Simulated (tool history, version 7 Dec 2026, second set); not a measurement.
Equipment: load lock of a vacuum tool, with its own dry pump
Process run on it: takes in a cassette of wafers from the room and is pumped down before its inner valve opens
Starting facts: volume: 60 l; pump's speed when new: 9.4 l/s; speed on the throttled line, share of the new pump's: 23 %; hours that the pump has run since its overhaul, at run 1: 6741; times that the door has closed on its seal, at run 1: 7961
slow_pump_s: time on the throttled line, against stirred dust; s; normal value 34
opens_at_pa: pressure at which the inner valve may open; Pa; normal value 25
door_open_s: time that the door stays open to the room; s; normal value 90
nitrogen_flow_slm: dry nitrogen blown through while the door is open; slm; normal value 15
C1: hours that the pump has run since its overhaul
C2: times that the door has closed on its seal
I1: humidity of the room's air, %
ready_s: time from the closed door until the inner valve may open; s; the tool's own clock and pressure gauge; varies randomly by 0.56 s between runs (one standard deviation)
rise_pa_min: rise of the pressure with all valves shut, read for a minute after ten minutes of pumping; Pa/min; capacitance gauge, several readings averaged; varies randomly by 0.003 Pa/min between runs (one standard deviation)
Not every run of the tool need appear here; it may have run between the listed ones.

Run 1, hour 0.0: usual settings; C1 6741; C2 7961; I1 42.2. Result: ready_s 82.0 s, rise_pa_min 0.088 Pa/min.
Run 2, hour 597.2: usual settings; C1 7338; C2 10181; I1 46.1. Result: ready_s 81.6 s, rise_pa_min 0.112 Pa/min.
Run 3, hour 1132.8: usual settings; C1 7874; C2 12172; I1 47.5. Result: ready_s 82.3 s, rise_pa_min 0.127 Pa/min.
Run 4, hour 1780.4: usual settings; C1 8521; C2 14579; I1 44.8. Result: ready_s 82.8 s, rise_pa_min 0.141 Pa/min.
Run 5, hour 2407.2: usual settings; C1 9148; C2 16908; I1 46.6. Result: ready_s 83.1 s, rise_pa_min 0.167 Pa/min.
Run 6, hour 3102.0: usual settings; C1 9843; C2 19491; I1 40.9. Result: ready_s 82.2 s, rise_pa_min 0.192 Pa/min.
Run 7, hour 3545.3: usual settings but slow_pump_s 24 s; C1 10286; C2 21139; I1 39.9. Result: ready_s 75.2 s, rise_pa_min 0.195 Pa/min.
Run 8, hour 4165.9: usual settings but slow_pump_s 24 s; C1 10907; C2 23446; I1 46.2. Result: ready_s 75.8 s, rise_pa_min 0.229 Pa/min.
Run 9, hour 4497.5: usual settings but slow_pump_s 66 s; C1 11238; C2 24678; I1 43.7. Result: ready_s 105.8 s, rise_pa_min 0.234 Pa/min.
Run 10, hour 5111.7: usual settings; C1 11852; C2 26961; I1 42.2. Result: ready_s 84.4 s, rise_pa_min 0.268 Pa/min.
Run 11, hour 5476.5: usual settings; C1 12217; C2 28317; I1 50.6. Result: ready_s 83.9 s, rise_pa_min 0.301 Pa/min.
Run 12, hour 6150.4: usual settings but door_open_s 44 s, nitrogen_flow_slm 7 slm; C1 12891; C2 30822; I1 46.8. Result: ready_s 84.1 s, rise_pa_min 0.306 Pa/min.
Run 13, hour 6674.7: usual settings but door_open_s 44 s, nitrogen_flow_slm 7 slm; C1 13415; C2 32771; I1 43.0. Result: ready_s 83.9 s, rise_pa_min 0.332 Pa/min.
Run 14, hour 6959.7: usual settings but slow_pump_s 17 s, opens_at_pa 42 Pa, door_open_s 82 s; C1 13700; C2 33830; I1 44.2. Result: ready_s 68.7 s, rise_pa_min 0.366 Pa/min.
Run 15, hour 7276.5: usual settings but slow_pump_s 17 s, opens_at_pa 42 Pa, door_open_s 82 s; C1 14017; C2 35008; I1 49.7. Result: ready_s 67.2 s, rise_pa_min 0.386 Pa/min.
Run 16, hour 7587.9: usual settings but slow_pump_s 17 s, opens_at_pa 42 Pa, door_open_s 82 s; C1 14329; C2 36165; I1 45.9. Result: ready_s 68.5 s, rise_pa_min 0.406 Pa/min.
Run 17, hour 8243.7: usual settings but slow_pump_s 25 s, opens_at_pa 42 Pa, door_open_s 82 s; C1 14984; C2 38603; I1 44.6. Result: ready_s 74.3 s, rise_pa_min 0.443 Pa/min.
Run 18, hour 8851.6: usual settings but opens_at_pa 42 Pa, door_open_s 114 s; C1 15592; C2 40862; I1 46.2. Result: ready_s 81.0 s, rise_pa_min 0.508 Pa/min.
At hour 9417.3: dry pump taken out, an overhauled one fitted.
Run 19, hour 9496.9: usual settings but opens_at_pa 42 Pa, door_open_s 114 s; C1 80; C2 43239; I1 45.6. Result: ready_s 76.3 s, rise_pa_min 0.538 Pa/min.
Run 20, hour 10035.2: usual settings but slow_pump_s 43 s, opens_at_pa 24 Pa, door_open_s 53 s, nitrogen_flow_slm 45 slm; C1 618; C2 45240; I1 45.2. Result: ready_s 86.9 s, rise_pa_min 0.546 Pa/min.
Run 21, hour 10560.2: usual settings but slow_pump_s 26 s, opens_at_pa 24 Pa, door_open_s 53 s, nitrogen_flow_slm 45 slm; C1 1143; C2 47191; I1 45.1. Result: ready_s 73.3 s, rise_pa_min 0.574 Pa/min.
Run 22, hour 10889.2: usual settings but slow_pump_s 49 s, opens_at_pa 21 Pa, door_open_s 46 s, nitrogen_flow_slm 4 slm; C1 1472; C2 48414; I1 46.1. Result: ready_s 92.9 s, rise_pa_min 0.616 Pa/min.

Hidden state or all else? Some run-to-run changes of ready_s, split into what the settings, what came in and random variation would give without the hidden state, and what is left for the hidden state (with any gauge scatter that isn't in both results):
Hidden conditions of the tool in this case: pump's speed, % of a new pump's; leak at the door's seal, Pa l/s; drift of the gauge itself on ready_s, %; drift of the gauge itself on rise_pa_min, %.
Run 8 -> 9: slow_pump_s 24 -> 66. ready_s +30.0 s: hidden state -0.7, all else +30.7.
Run 9 -> 10: slow_pump_s 66 -> 34. ready_s -21.4 s: hidden state +0.8, all else -22.2.
Run 18 -> 19: dry pump taken out, an overhauled one fitted. ready_s -4.7 s: hidden state -5.7, all else +1.0.
